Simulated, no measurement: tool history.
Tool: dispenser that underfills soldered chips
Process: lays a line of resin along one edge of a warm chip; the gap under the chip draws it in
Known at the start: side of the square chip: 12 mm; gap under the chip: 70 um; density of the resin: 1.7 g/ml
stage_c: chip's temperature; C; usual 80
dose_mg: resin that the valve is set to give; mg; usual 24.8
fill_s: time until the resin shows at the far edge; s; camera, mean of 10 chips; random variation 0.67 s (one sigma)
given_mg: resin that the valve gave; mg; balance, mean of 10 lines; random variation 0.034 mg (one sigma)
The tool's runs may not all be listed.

run   hour  stage_c  dose_mg  fill_s  given_mg
  1      0       80     24.8    98.2     24.66
  2    2.9       80     24.8   114.4     24.57
       4.7  -- new syringe of resin
  3    5.8       80     24.8    62.3     24.59
  4    8.1       80     24.8    69.7     24.56
  5     11       80     24.8    79.6     24.52
  6     16       80     24.8   102.5     24.49
      19.8  -- new syringe of resin
  7   19.8       80     24.8      60     24.56
  8   24.8       80     24.8    73.9     24.41
  9   27.7       80     24.3    86.2        24
 10   32.1       80     27.4   106.5     26.95
        35  -- new syringe of resin
 11   35.9       80     27.4    61.7     26.99
 12   40.6       80     27.4    76.1     26.91
 13     44       80     27.4    88.3     26.95
 14   48.1       71     24.8   162.5     24.34
      50.4  -- new syringe of resin
 15   52.7       71     24.8    97.3     24.29
 16   55.4       80     24.8    74.4     24.27
 17   59.7       80     24.8    89.9     24.26
 18     64       80     22.6   115.9      22.1
      65.7  -- new syringe of resin
 19   67.3       80     22.6    66.4     22.15
 20   70.9       80     22.6    77.4      22.1
 21   74.6       80     22.6    91.4     22.04
      76.4  -- dispensing valve cleaned and set on the balance
 22   79.9       80     28.3   107.4     28.31
      81.7  -- new syringe of resin
 23   84.7       84     22.3    57.8     22.25
 24   87.3       85       31    59.8     30.96
 25   89.5       85       31    67.2     30.88
 26   92.6       92     30.4    58.4     30.31
 27     95       92     30.4    64.4      30.3
      96.9  -- new syringe of resin
 28  100.1       67     22.2   125.7     22.04
 29  105.2       89     23.5    58.5     23.36
 30  110.2       91     21.3    70.7     21.15
     112.3  -- new syringe of resin
 31  113.8       67     24.5   111.2     24.36
 32  117.2       80     26.2    73.2     26.03
 33  121.6       85     28.8    71.9     28.56
 34  125.3       77       23   125.8     22.77
     127.3  -- new syringe of resin
 35    131       77       23      81     22.78
 36  133.5       92     29.2    46.4     28.84

4 ways to go on from here, each from the tool as it stands after run 36. What would each give?
  A  138.8       70     27.8       ?         ?
  B  138.8       81     21.3       ?         ?
  C  138.8       89     26.7       ?         ?
  D  138.8       82     31.4       ?         ?

run  fill_s  given_mg
  A   153.3      27.4
  B     101     21.06
  C    67.9     26.36
  D    90.1     31.03
Without the tool's hidden state the same runs would have given:
run  fill_s  given_mg
  A    92.3     27.74
  B    60.5     21.32
  C    40.6      26.7
  D    54.3     31.42
